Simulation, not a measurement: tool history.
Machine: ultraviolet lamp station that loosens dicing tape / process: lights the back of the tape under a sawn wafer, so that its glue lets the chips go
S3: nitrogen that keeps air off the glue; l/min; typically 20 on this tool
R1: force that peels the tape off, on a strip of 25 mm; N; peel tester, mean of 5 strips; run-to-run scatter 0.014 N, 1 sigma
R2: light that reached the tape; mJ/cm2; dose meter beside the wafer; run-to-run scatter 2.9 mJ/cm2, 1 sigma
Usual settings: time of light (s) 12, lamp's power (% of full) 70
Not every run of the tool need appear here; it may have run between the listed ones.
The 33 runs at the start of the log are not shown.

run 34 hour=2274.9 | time_of_light_(s)=20 lamp's_power_(%_of_full)=67 S3=27 | R1=0.494 R2=474
run 35 hour=2333.1 | time_of_light_(s)=8 lamp's_power_(%_of_full)=67 S3=10 | R1=2.234 R2=187
run 36 hour=2386.5 | time_of_light_(s)=7 lamp's_power_(%_of_full)=72 S3=29 | R1=1.808 R2=174
run 37 hour=2486.5 | time_of_light_(s)=11 lamp's_power_(%_of_full)=72 S3=32 | R1=1.189 R2=257
run 38 hour=2547.9 | time_of_light_(s)=9 lamp's_power_(%_of_full)=99 S3=20 | R1=1.189 R2=283
-- hour=2622 window cleaned of glue's vapour
run 39 hour=2622.4 | time_of_light_(s)=7 lamp's_power_(%_of_full)=71 S3=12 | R1=2.359 R2=165
run 40 hour=2706.5 | time_of_light_(s)=11 lamp's_power_(%_of_full)=70 S3=20 | R1=1.427 R2=243
run 41 hour=2755.7 | time_of_light_(s)=11 lamp's_power_(%_of_full)=70 S3=20 | R1=1.406 R2=239
run 42 hour=2833.6 | time_of_light_(s)=11 lamp's_power_(%_of_full)=70 S3=20 | R1=1.479 R2=236

Below are 3 alternative next runs, each starting from the tool's condition after run 42. Predict each:
run A hour=2876.7 | time_of_light_(s)=11 lamp's_power_(%_of_full)=61 S3=30 | R1=? R2=?
run B hour=2876.7 | time_of_light_(s)=11 lamp's_power_(%_of_full)=70 S3=29 | R1=? R2=?
run C hour=2876.7 | time_of_light_(s)=11 lamp's_power_(%_of_full)=61 S3=20 | R1=? R2=?

run=A R1=1.613 R2=202
run=B R1=1.4 R2=231
run=C R1=1.762 R2=199
With no hidden state in the tool, these same runs would have given:
run=A R1=0.825 R2=340
run=B R1=0.68 R2=388
run=C R1=0.938 R2=335

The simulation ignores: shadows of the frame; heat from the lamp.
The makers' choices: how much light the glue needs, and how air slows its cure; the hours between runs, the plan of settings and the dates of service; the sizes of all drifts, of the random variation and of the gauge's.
